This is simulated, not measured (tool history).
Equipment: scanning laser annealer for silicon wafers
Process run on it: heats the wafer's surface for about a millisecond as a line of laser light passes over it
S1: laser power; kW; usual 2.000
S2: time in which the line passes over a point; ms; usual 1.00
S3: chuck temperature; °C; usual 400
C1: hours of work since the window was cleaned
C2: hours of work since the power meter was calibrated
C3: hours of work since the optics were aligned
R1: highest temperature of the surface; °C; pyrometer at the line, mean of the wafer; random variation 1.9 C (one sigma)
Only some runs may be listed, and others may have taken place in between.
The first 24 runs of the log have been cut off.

run	hour	S1	S2	S3	C1	C2	C3	R1
25	214.2	2.018	0.76	378	158	184	1137	980
26	226.6	2.200	1.00	366	165	191	1145	1114
# hour 230.6: laser's power meter calibrated
27	242.1	2.000	1.00	364	173	7	1152	1046
28	247.7	1.954	1.00	399	176	10	1155	1066
29	258.0	2.021	0.77	422	182	16	1161	1029
30	264.6	1.889	0.93	360	186	20	1165	984
31	271.9	1.889	0.93	360	190	24	1169	981
32	279.1	1.889	0.93	360	194	28	1173	983
33	289.8	1.753	0.93	360	200	34	1180	934
# hour 293.6: laser's power meter calibrated, once more
34	305.3	2.000	0.94	363	208	7	1187	1025
35	312.4	2.000	0.94	363	212	11	1191	1024
36	325.4	2.000	0.94	363	219	18	1198	1024
37	337.0	2.000	0.94	363	226	25	1205	1024
38	342.5	2.000	0.94	433	229	28	1208	1093

Predict the results of run 39:
39	352.7	1.836	0.82	412	235	34	1214	?

R1: 979 °C
Without the tool's hidden state the same run would have given R1 998 °C.

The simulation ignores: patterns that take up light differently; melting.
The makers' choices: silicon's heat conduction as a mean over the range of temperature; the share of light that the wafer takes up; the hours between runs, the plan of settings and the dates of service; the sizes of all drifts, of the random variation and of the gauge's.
